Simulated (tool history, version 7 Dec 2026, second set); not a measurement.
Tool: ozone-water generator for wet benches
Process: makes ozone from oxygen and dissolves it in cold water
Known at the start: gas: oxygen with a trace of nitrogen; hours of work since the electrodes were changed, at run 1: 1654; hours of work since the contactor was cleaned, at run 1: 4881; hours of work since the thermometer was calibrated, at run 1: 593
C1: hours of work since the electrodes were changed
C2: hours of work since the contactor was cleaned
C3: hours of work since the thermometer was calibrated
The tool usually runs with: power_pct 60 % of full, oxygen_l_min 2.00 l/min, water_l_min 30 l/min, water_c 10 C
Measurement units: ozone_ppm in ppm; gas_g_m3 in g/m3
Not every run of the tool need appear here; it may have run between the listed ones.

{"run": 1, "day": 0.0, "power_pct": 60, "oxygen_l_min": 2.0, "water_l_min": 30, "water_c": 10, "C1": 1654, "C2": 4881, "C3": 593, "ozone_ppm": 7.3, "gas_g_m3": 191.1}
{"run": 2, "day": 2.408, "power_pct": 60, "oxygen_l_min": 2.0, "water_l_min": 30, "water_c": 10, "C1": 1711, "C2": 4938, "C3": 650, "ozone_ppm": 7.6, "gas_g_m3": 187.6}
{"run": 3, "day": 4.412, "power_pct": 60, "oxygen_l_min": 2.0, "water_l_min": 30, "water_c": 10, "C1": 1759, "C2": 4985, "C3": 697, "ozone_ppm": 7.5, "gas_g_m3": 188.4}
{"run": 4, "day": 5.812, "power_pct": 60, "oxygen_l_min": 2.0, "water_l_min": 30, "water_c": 10, "C1": 1792, "C2": 5018, "C3": 730, "ozone_ppm": 7.2, "gas_g_m3": 188.8}
{"run": 5, "day": 7.021, "power_pct": 60, "oxygen_l_min": 2.0, "water_l_min": 30, "water_c": 10, "C1": 1821, "C2": 5047, "C3": 759, "ozone_ppm": 7.4, "gas_g_m3": 186.9}
{"run": 6, "day": 9.058, "power_pct": 60, "oxygen_l_min": 2.0, "water_l_min": 30, "water_c": 10, "C1": 1869, "C2": 5095, "C3": 807, "ozone_ppm": 7.3, "gas_g_m3": 187.1}
{"run": 7, "day": 11.533, "power_pct": 60, "oxygen_l_min": 1.22, "water_l_min": 30, "water_c": 10, "C1": 1927, "C2": 5153, "C3": 866, "ozone_ppm": 6.1, "gas_g_m3": 235.9}
{"run": 8, "day": 13.017, "power_pct": 60, "oxygen_l_min": 1.22, "water_l_min": 30, "water_c": 10, "C1": 1962, "C2": 5188, "C3": 901, "ozone_ppm": 6.0, "gas_g_m3": 234.1}
{"run": 9, "day": 14.096, "power_pct": 60, "oxygen_l_min": 1.22, "water_l_min": 30, "water_c": 10, "C1": 1988, "C2": 5214, "C3": 926, "ozone_ppm": 5.9, "gas_g_m3": 235.6}
{"run": 10, "day": 15.425, "power_pct": 60, "oxygen_l_min": 1.22, "water_l_min": 30, "water_c": 10, "C1": 2019, "C2": 5245, "C3": 958, "ozone_ppm": 6.0, "gas_g_m3": 238.0}
{"run": 11, "day": 17.079, "power_pct": 60, "oxygen_l_min": 2.5, "water_l_min": 30, "water_c": 11, "C1": 2058, "C2": 5285, "C3": 997, "ozone_ppm": 8.0, "gas_g_m3": 168.5}
{"run": 12, "day": 18.971, "power_pct": 63, "oxygen_l_min": 2.49, "water_l_min": 30, "water_c": 10, "C1": 2103, "C2": 5329, "C3": 1042, "ozone_ppm": 8.3, "gas_g_m3": 177.8}
{"run": 13, "day": 20.2, "power_pct": 63, "oxygen_l_min": 2.49, "water_l_min": 30, "water_c": 10, "C1": 2132, "C2": 5358, "C3": 1071, "ozone_ppm": 8.3, "gas_g_m3": 176.3}
{"run": 14, "day": 21.704, "power_pct": 63, "oxygen_l_min": 2.49, "water_l_min": 30, "water_c": 10, "C1": 2168, "C2": 5394, "C3": 1106, "ozone_ppm": 8.3, "gas_g_m3": 178.0}
{"run": 15, "day": 23.554, "power_pct": 63, "oxygen_l_min": 2.52, "water_l_min": 30, "water_c": 10, "C1": 2212, "C2": 5438, "C3": 1150, "ozone_ppm": 8.3, "gas_g_m3": 177.4}

Alternative continuations, all from the tool just after run 15; predict every row:
{"run": "A", "day": 25.333, "power_pct": 63, "oxygen_l_min": 1.06, "water_l_min": 26, "water_c": 13, "C1": 2254, "C2": 5480, "C3": 1192, "ozone_ppm": "?", "gas_g_m3": "?"}
{"run": "B", "day": 25.333, "power_pct": 63, "oxygen_l_min": 2.52, "water_l_min": 30, "water_c": 9, "C1": 2254, "C2": 5480, "C3": 1192, "ozone_ppm": "?", "gas_g_m3": "?"}
{"run": "C", "day": 25.333, "power_pct": 50, "oxygen_l_min": 1.87, "water_l_min": 45, "water_c": 10, "C1": 2254, "C2": 5480, "C3": 1192, "ozone_ppm": "?", "gas_g_m3": "?"}
{"run": "D", "day": 25.333, "power_pct": 63, "oxygen_l_min": 1.54, "water_l_min": 22, "water_c": 7, "C1": 2254, "C2": 5480, "C3": 1192, "ozone_ppm": "?", "gas_g_m3": "?"}

run=A ozone_ppm=7.0 gas_g_m3=264.0
run=B ozone_ppm=8.2 gas_g_m3=176.9
run=C ozone_ppm=3.8 gas_g_m3=164.7
run=D ozone_ppm=9.8 gas_g_m3=221.5
Without the tool's unlogged condition, the same runs would have read:
run=A ozone_ppm=7.0 gas_g_m3=264.0
run=B ozone_ppm=8.2 gas_g_m3=176.9
run=C ozone_ppm=3.8 gas_g_m3=164.7
run=D ozone_ppm=9.8 gas_g_m3=221.6

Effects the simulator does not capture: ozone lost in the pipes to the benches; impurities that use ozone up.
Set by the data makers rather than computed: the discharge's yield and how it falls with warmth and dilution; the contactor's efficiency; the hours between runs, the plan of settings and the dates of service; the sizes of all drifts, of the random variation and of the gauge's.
